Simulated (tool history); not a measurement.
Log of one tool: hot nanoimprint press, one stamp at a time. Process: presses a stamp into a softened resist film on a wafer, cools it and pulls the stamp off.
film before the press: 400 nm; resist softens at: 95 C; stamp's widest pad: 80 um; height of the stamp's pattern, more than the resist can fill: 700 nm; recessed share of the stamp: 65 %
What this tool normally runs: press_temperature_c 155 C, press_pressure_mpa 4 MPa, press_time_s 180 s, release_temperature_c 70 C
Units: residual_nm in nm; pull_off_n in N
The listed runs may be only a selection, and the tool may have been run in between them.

Run 1, hour 0: usual settings. Result: residual_nm 213.4 nm, pull_off_n 201 N.
Run 2, hour 12: usual settings. Result: residual_nm 213.5 nm, pull_off_n 208 N.
Run 3, hour 25.7: usual settings. Result: residual_nm 213.4 nm, pull_off_n 204 N.
Run 4, hour 32.5: usual settings but press_temperature_c 157 C. Result: residual_nm 194.9 nm, pull_off_n 205 N.
Run 5, hour 45.8: usual settings but press_temperature_c 157 C. Result: residual_nm 195.9 nm, pull_off_n 208 N.
Run 6, hour 53.8: usual settings but press_temperature_c 157 C. Result: residual_nm 194.6 nm, pull_off_n 205 N.
Run 7, hour 61: usual settings but press_temperature_c 157 C. Result: residual_nm 194.2 nm, pull_off_n 208 N.
Run 8, hour 70.9: usual settings but press_temperature_c 151 C. Result: residual_nm 257.2 nm, pull_off_n 211 N.
Run 9, hour 81.6: usual settings but press_temperature_c 151 C. Result: residual_nm 257 nm, pull_off_n 215 N.
Run 10, hour 88.7: usual settings but press_temperature_c 143 C. Result: residual_nm 335.9 nm, pull_off_n 210 N.
Run 11, hour 95: usual settings but press_temperature_c 143 C. Result: residual_nm 338.5 nm, pull_off_n 206 N.
Run 12, hour 107.5: usual settings but press_temperature_c 162 C. Result: residual_nm 154 nm, pull_off_n 207 N.
Run 13, hour 119.8: usual settings but press_temperature_c 162 C. Result: residual_nm 152.8 nm, pull_off_n 212 N.
Run 14, hour 127.3: usual settings but press_temperature_c 162 C. Result: residual_nm 153.2 nm, pull_off_n 215 N.
Run 15, hour 139.9: usual settings. Result: residual_nm 215 nm, pull_off_n 212 N.
Run 16, hour 149.4: usual settings. Result: residual_nm 215.3 nm, pull_off_n 211 N.
Run 17, hour 159.9: usual settings but press_temperature_c 143 C, press_pressure_mpa 2.81 MPa, release_temperature_c 75 C. Result: residual_nm 354.8 nm, pull_off_n 207 N.
Run 18, hour 166.8: usual settings but press_temperature_c 161 C, press_pressure_mpa 2.81 MPa, release_temperature_c 78 C. Result: residual_nm 185 nm, pull_off_n 198 N.
At hour 170.5: plate thermocouple calibrated.
Run 19, hour 175.5: usual settings but press_time_s 358 s, release_temperature_c 66 C. Result: residual_nm 166.1 nm, pull_off_n 227 N.
Run 20, hour 186.4: usual settings but press_time_s 358 s, release_temperature_c 66 C. Result: residual_nm 166.5 nm, pull_off_n 226 N.
Run 21, hour 198.2: usual settings but press_time_s 358 s, release_temperature_c 66 C. Result: residual_nm 165.2 nm, pull_off_n 227 N.
Run 22, hour 205.1: usual settings but press_temperature_c 161 C, press_pressure_mpa 3.09 MPa, press_time_s 162 s. Result: residual_nm 186.1 nm, pull_off_n 220 N.
Run 23, hour 217.7: usual settings but press_pressure_mpa 2.6 MPa, release_temperature_c 73 C. Result: residual_nm 249.4 nm, pull_off_n 210 N.
Run 24, hour 229.9: usual settings but press_pressure_mpa 2.6 MPa, release_temperature_c 73 C. Result: residual_nm 249.4 nm, pull_off_n 211 N.
Run 25, hour 237.8: usual settings but press_temperature_c 165 C, press_time_s 262 s. Result: residual_nm 112 nm, pull_off_n 218 N.
At hour 246.5: stamp cleaned and given a new release coat.
Run 26, hour 253.4: usual settings but press_temperature_c 153 C, press_pressure_mpa 4.15 MPa, press_time_s 154 s, release_temperature_c 73 C. Result: residual_nm 246.8 nm, pull_off_n 193 N.
At hour 257.1: plate thermocouple calibrated, once more.
Run 27, hour 266.5: usual settings but press_pressure_mpa 2.77 MPa, press_time_s 111 s, release_temperature_c 68 C. Result: residual_nm 282.5 nm, pull_off_n 201 N.
Run 28, hour 278.9: usual settings but press_pressure_mpa 2.77 MPa, press_time_s 111 s, release_temperature_c 68 C. Result: residual_nm 280.6 nm, pull_off_n 207 N.
Run 29, hour 292.8: usual settings but press_pressure_mpa 3.16 MPa, press_time_s 111 s, release_temperature_c 68 C. Result: residual_nm 274.4 nm, pull_off_n 208 N.

5 options for the next run, each taken on its own from the tool as it stands now. Forecast them:
Run A, hour 300.4: usual settings but press_temperature_c 158 C, press_pressure_mpa 3.57 MPa. Result: residual_nm ?, pull_off_n ?.
Run B, hour 300.4: usual settings but press_temperature_c 159 C. Result: residual_nm ?, pull_off_n ?.
Run C, hour 300.4: usual settings but press_temperature_c 148 C, press_pressure_mpa 5.66 MPa, press_time_s 289 s, release_temperature_c 68 C. Result: residual_nm ?, pull_off_n ?.
Run D, hour 300.4: usual settings but press_temperature_c 151 C, press_pressure_mpa 2.98 MPa, press_time_s 117 s, release_temperature_c 68 C. Result: residual_nm ?, pull_off_n ?.
Run E, hour 300.4: usual settings but press_pressure_mpa 3.16 MPa, press_time_s 135 s, release_temperature_c 68 C. Result: residual_nm ?, pull_off_n ?.

run  residual_nm  pull_off_n
  A        197.8         202
  B        181.1         204
  C        231.9         203
  D        307.4         209
  E        257.7         207
Without the tool's unlogged condition, the same runs would have read:
run  residual_nm  pull_off_n
  A        194.2         198
  B        177.6         200
  C          227         199
  D        304.3         205
  E        254.1         203
